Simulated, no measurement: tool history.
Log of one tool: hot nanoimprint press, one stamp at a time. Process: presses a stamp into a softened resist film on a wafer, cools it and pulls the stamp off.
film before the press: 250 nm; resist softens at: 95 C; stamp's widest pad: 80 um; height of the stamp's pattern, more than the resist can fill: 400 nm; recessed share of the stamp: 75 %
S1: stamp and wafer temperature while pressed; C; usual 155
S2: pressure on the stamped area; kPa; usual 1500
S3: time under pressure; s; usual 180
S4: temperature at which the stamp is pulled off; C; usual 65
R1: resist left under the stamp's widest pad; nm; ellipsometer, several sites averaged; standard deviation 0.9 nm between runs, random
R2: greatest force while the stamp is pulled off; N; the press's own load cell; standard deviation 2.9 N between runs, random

| run | day | S1 | S2 | S3 | S4 | R1 | R2 |
|---|---|---|---|---|---|---|---|
| 1 | 0 | 155 | 1500 | 180 | 65 | 142.6 | 231 |
| 2 | 0.521 | 155 | 1500 | 106 | 65 | 170.1 | 230 |
| 3 | 0.921 | 155 | 1500 | 106 | 65 | 168.8 | 234 |
| 4 | 1.421 | 155 | 1500 | 180 | 65 | 146.8 | 233 |
| 5 | 1.779 | 155 | 1500 | 180 | 65 | 146.9 | 234 |
| 6 | 2.092 | 155 | 1500 | 180 | 65 | 146.2 | 234 |
| 7 | 2.321 | 155 | 1500 | 180 | 65 | 146.6 | 233 |
| 8 | 2.638 | 159 | 950 | 180 | 65 | 141.7 | 241 |
| 9 | 3.162 | 155 | 960 | 324 | 65 | 141 | 241 |
| 10 | 3.592 | 165 | 930 | 234 | 52 | 96.6 | 278 |
| 11 | 3.908 | 165 | 930 | 234 | 52 | 99.3 | 272 |

How would selected steps in R1 from run to run divide? Give the signed amount a tool lacking its hidden state would still show from settings, what came in and random variation, and the signed amount left for the hidden state, including any gauge scatter that is not in both of the compared results.
What the log doesn't record here: true temperature over the reading, C; pressure that arrives at the usual setting, %; grip of the stamp's worn release coat, % over a new coat's; drift of the gauge itself on residual_nm, %; drift of the gauge itself on pull_off_n, %.
Run 9 -> 10: S1 155 -> 165, S2 960 -> 930, S3 324 -> 234, S4 65 -> 52. R1 -44.4 nm: hidden state -0.6, all else -43.8.

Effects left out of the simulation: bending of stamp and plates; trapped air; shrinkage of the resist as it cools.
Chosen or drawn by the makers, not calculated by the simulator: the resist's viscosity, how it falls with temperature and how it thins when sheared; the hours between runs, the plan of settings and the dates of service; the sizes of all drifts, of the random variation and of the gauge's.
